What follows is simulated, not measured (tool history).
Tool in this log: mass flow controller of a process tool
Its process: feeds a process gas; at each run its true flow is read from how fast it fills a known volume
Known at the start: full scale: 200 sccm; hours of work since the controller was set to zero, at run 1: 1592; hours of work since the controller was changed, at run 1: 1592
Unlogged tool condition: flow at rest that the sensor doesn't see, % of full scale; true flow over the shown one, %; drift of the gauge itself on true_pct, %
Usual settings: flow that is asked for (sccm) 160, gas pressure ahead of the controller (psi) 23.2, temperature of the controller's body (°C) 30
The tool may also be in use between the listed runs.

| run | hour | flow that is asked for (sccm) | gas pressure ahead of the controller (psi) | temperature of the controller's body (°C) | hours of work since the controller was set to zero | hours of work since the controller was changed | true flow (%) |
|---|---|---|---|---|---|---|---|
| 1 | 0 | 160 | 23.2 | 30 | 1592 | 1592 | 98.87 |
| 2 | 52.4 | 160 | 23.2 | 30 | 1633 | 1633 | 98.92 |
| 3 | 110.2 | 160 | 23.2 | 30 | 1678 | 1678 | 98.9 |
| 4 | 197.4 | 160 | 32.6 | 30 | 1747 | 1747 | 99.43 |
| 5 | 283.7 | 160 | 32.6 | 30 | 1814 | 1814 | 99.37 |
| 6 | 321.1 | 160 | 32.6 | 27 | 1844 | 1844 | 99.59 |
| 7 | 381.8 | 78 | 23.2 | 30 | 1891 | 1891 | 97.94 |
| 8 | 419.6 | 78 | 23.2 | 30 | 1921 | 1921 | 97.96 |
|  | 428.2 | controller's zero set anew |
| 9 | 483.5 | 78 | 23.2 | 30 | 43 | 1971 | 98.13 |
| 10 | 553.8 | 112 | 23.2 | 30 | 99 | 2026 | 98.38 |
| 11 | 608.9 | 50 | 36 | 23 | 142 | 2069 | 99.25 |
|  | 645.6 | controller's zero set anew, once more |
| 12 | 684.1 | 50 | 36 | 23 | 30 | 2128 | 98.03 |
| 13 | 772.9 | 149 | 36.5 | 21 | 100 | 2198 | 99.65 |
| 14 | 846.7 | 149 | 36.5 | 21 | 158 | 2255 | 99.73 |
| 15 | 885.4 | 31 | 33.9 | 37 | 188 | 2286 | 97.04 |
| 16 | 936.4 | 23 | 33.9 | 21 | 228 | 2326 | 98.02 |
| 17 | 999.3 | 61 | 33.9 | 21 | 278 | 2375 | 98.28 |
| 18 | 1048.3 | 61 | 33.9 | 21 | 316 | 2414 | 98.21 |
| 19 | 1102 | 114 | 29.3 | 22 | 358 | 2456 | 98.67 |

5 ways to go on from here, each from the tool as it stands after run 19. What would each give?
| A | 1151.2 | 191 | 21.2 | 22 | 397 | 2494 | ? |
| B | 1151.2 | 39 | 22 | 30 | 397 | 2494 | ? |
| C | 1151.2 | 160 | 22.3 | 30 | 397 | 2494 | ? |
| D | 1151.2 | 114 | 31.3 | 22 | 397 | 2494 | ? |
| E | 1151.2 | 95 | 25.4 | 24 | 397 | 2494 | ? |

| run | true flow (%) |
|---|---|
| A | 99.34 |
| B | 96.97 |
| C | 98.61 |
| D | 98.81 |
| E | 98.11 |
Stripped of hidden state, with their random variation kept, the same runs would have yielded:
| run | true flow (%) |
|---|---|
| A | 99.54 |
| B | 96.89 |
| C | 98.79 |
| D | 98.96 |
| E | 98.23 |
